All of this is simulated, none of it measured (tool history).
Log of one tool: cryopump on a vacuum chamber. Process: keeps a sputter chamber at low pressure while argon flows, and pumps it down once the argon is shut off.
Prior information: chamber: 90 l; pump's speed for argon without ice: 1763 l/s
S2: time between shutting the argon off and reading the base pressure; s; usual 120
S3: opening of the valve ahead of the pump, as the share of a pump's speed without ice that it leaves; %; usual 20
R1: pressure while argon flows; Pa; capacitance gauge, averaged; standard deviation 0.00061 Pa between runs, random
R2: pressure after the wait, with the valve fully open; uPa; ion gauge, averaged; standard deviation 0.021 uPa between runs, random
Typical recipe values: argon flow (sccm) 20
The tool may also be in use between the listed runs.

{"run": 1, "hour": 0.0, "argon flow (sccm)": 20, "S2": 120, "S3": 20, "R1": 0.1026, "R2": 0.6}
{"run": 2, "hour": 26.9, "argon flow (sccm)": 20, "S2": 120, "S3": 35, "R1": 0.0617, "R2": 0.64}
{"run": 3, "hour": 57.9, "argon flow (sccm)": 20, "S2": 285, "S3": 20, "R1": 0.1042, "R2": 0.51}
{"run": 4, "hour": 90.6, "argon flow (sccm)": 20, "S2": 211, "S3": 20, "R1": 0.1056, "R2": 0.52}
{"hour": 111.5, "done": "pump warmed up, emptied and cooled again"}
{"run": 5, "hour": 140.0, "argon flow (sccm)": 20, "S2": 211, "S3": 20, "R1": 0.0961, "R2": 0.44}
{"run": 6, "hour": 166.7, "argon flow (sccm)": 20, "S2": 114, "S3": 20, "R1": 0.0962, "R2": 0.53}
{"run": 7, "hour": 219.0, "argon flow (sccm)": 20, "S2": 114, "S3": 20, "R1": 0.0975, "R2": 0.59}
{"run": 8, "hour": 269.2, "argon flow (sccm)": 20, "S2": 120, "S3": 20, "R1": 0.0989, "R2": 0.62}
{"run": 9, "hour": 304.9, "argon flow (sccm)": 20, "S2": 120, "S3": 20, "R1": 0.0989, "R2": 0.61}
{"run": 10, "hour": 361.0, "argon flow (sccm)": 20, "S2": 120, "S3": 20, "R1": 0.1005, "R2": 0.63}
{"run": 11, "hour": 393.0, "argon flow (sccm)": 31, "S2": 60, "S3": 21, "R1": 0.1491, "R2": 0.89}
{"run": 12, "hour": 420.7, "argon flow (sccm)": 31, "S2": 52, "S3": 21, "R1": 0.1509, "R2": 0.96}
{"run": 13, "hour": 443.7, "argon flow (sccm)": 31, "S2": 52, "S3": 21, "R1": 0.1532, "R2": 0.96}
{"run": 14, "hour": 474.3, "argon flow (sccm)": 20, "S2": 231, "S3": 30, "R1": 0.0732, "R2": 0.54}
{"run": 15, "hour": 507.6, "argon flow (sccm)": 20, "S2": 231, "S3": 30, "R1": 0.0729, "R2": 0.56}
{"run": 16, "hour": 538.8, "argon flow (sccm)": 16, "S2": 231, "S3": 21, "R1": 0.0814, "R2": 0.67}
{"hour": 556.9, "done": "pump warmed up, emptied and cooled again"}
{"run": 17, "hour": 577.7, "argon flow (sccm)": 16, "S2": 231, "S3": 21, "R1": 0.0728, "R2": 0.47}
{"run": 18, "hour": 616.0, "argon flow (sccm)": 22, "S2": 74, "S3": 18, "R1": 0.1189, "R2": 0.72}
{"run": 19, "hour": 658.3, "argon flow (sccm)": 12, "S2": 26, "S3": 20, "R1": 0.0582, "R2": 1.4}
{"run": 20, "hour": 695.5, "argon flow (sccm)": 12, "S2": 26, "S3": 20, "R1": 0.0591, "R2": 1.42}

Forecast each of these 5 alternatives for the next run:
{"run": "A", "hour": 745.1, "argon flow (sccm)": 12, "S2": 26, "S3": 54, "R1": "?", "R2": "?"}
{"run": "B", "hour": 745.1, "argon flow (sccm)": 13, "S2": 144, "S3": 28, "R1": "?", "R2": "?"}
{"run": "C", "hour": 745.1, "argon flow (sccm)": 11, "S2": 29, "S3": 20, "R1": "?", "R2": "?"}
{"run": "D", "hour": 745.1, "argon flow (sccm)": 15, "S2": 243, "S3": 28, "R1": "?", "R2": "?"}
{"run": "E", "hour": 745.1, "argon flow (sccm)": 12, "S2": 26, "S3": 19, "R1": "?", "R2": "?"}

run=A R1=0.0241 R2=1.48
run=B R1=0.047 R2=0.6
run=C R1=0.0544 R2=1.32
run=D R1=0.0539 R2=0.53
run=E R1=0.0634 R2=1.44
With the hidden condition removed and each run's random variation left untouched, the same runs would have given:
run=A R1=0.0219 R2=1.23
run=B R1=0.0446 R2=0.36
run=C R1=0.0524 R2=1.07
run=D R1=0.0511 R2=0.28
run=E R1=0.0612 R2=1.19
